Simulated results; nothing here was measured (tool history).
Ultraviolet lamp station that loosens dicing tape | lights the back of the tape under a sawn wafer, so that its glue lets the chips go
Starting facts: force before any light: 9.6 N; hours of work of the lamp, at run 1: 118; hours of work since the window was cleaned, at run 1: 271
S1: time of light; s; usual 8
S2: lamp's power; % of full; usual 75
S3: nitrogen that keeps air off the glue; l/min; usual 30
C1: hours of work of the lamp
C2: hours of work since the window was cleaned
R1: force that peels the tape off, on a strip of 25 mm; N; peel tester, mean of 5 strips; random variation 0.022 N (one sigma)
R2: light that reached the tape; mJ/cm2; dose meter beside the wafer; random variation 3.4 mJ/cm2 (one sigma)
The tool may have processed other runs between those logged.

run	hour	S1	S2	S3	C1	C2	R1	R2
1	0.0	8	75	30	118	271	1.239	513
2	9.4	8	75	48	122	275	1.021	510
3	18.3	8	75	48	127	280	1.033	519
4	29.9	8	75	30	132	285	1.200	513
5	38.3	8	75	30	136	289	1.289	509
6	50.9	8	75	30	143	295	1.224	507
7	59.7	8	77	30	147	300	1.177	523
8	69.3	8	77	30	151	304	1.138	520
9	76.8	11	75	30	155	308	0.668	704
# hour 84.0: window cleaned of glue's vapour
10	90.3	11	75	30	161	3	0.574	729
11	99.3	4	75	30	166	7	3.189	266
12	109.3	4	75	30	171	12	3.203	267
13	118.8	4	75	30	175	17	3.273	267
14	125.9	4	75	30	179	20	3.161	267
15	135.3	7	75	30	183	25	1.466	455
16	143.1	8	75	30	187	29	1.160	524
17	155.1	8	75	30	193	35	1.154	527
18	165.1	8	72	30	198	39	1.219	515
19	170.7	8	75	30	200	42	1.135	524
20	180.9	8	75	30	205	47	1.192	530
21	190.2	8	75	30	210	52	1.180	528
22	195.9	8	75	30	213	54	1.160	523
23	204.3	14	88	27	217	58	0.315	1091
24	215.0	14	88	27	222	64	0.301	1068
25	220.8	5	64	58	225	66	2.585	278
26	233.6	9	91	56	231	73	0.493	709
27	242.3	8	79	30	235	77	1.067	547
28	249.6	4	61	11	239	80	4.965	214
29	261.1	4	61	36	244	86	3.733	211
30	267.1	4	62	41	247	89	3.821	215
31	276.8	4	62	41	252	94	3.660	216
32	284.8	4	62	41	256	97	3.772	213
33	296.3	4	62	41	261	103	3.693	213
34	309.0	16	75	13	268	109	0.464	1032
35	320.9	16	75	13	273	115	0.490	1031
36	326.7	16	75	13	276	118	0.472	1020
37	335.4	8	75	51	280	122	0.994	517
38	341.5	5	93	21	283	125	2.144	397
39	349.2	11	66	57	287	129	0.632	626
40	356.4	5	65	16	291	132	3.637	283
41	363.3	5	65	16	294	136	3.790	279
42	373.2	4	67	31	299	140	3.569	233
43	380.9	4	67	31	302	144	3.722	229
44	391.4	5	67	30	308	149	2.840	289

Consider 4 possible next runs. They are alternatives, not a sequence: every one starts from the tool as it was left by run 44. What does each give?
A	399.0	6	65	12	311	153	?	?
B	399.0	5	85	37	311	153	?	?
C	399.0	7	67	21	311	153	?	?
D	399.0	5	91	19	311	153	?	?

run	R1	R2
A	3.381	337
B	2.005	362
C	2.142	401
D	2.242	390
With the hidden condition removed and each run's random variation left untouched, the same runs would have given:
run	R1	R2
A	3.138	361
B	1.804	388
C	1.934	430
D	2.035	418
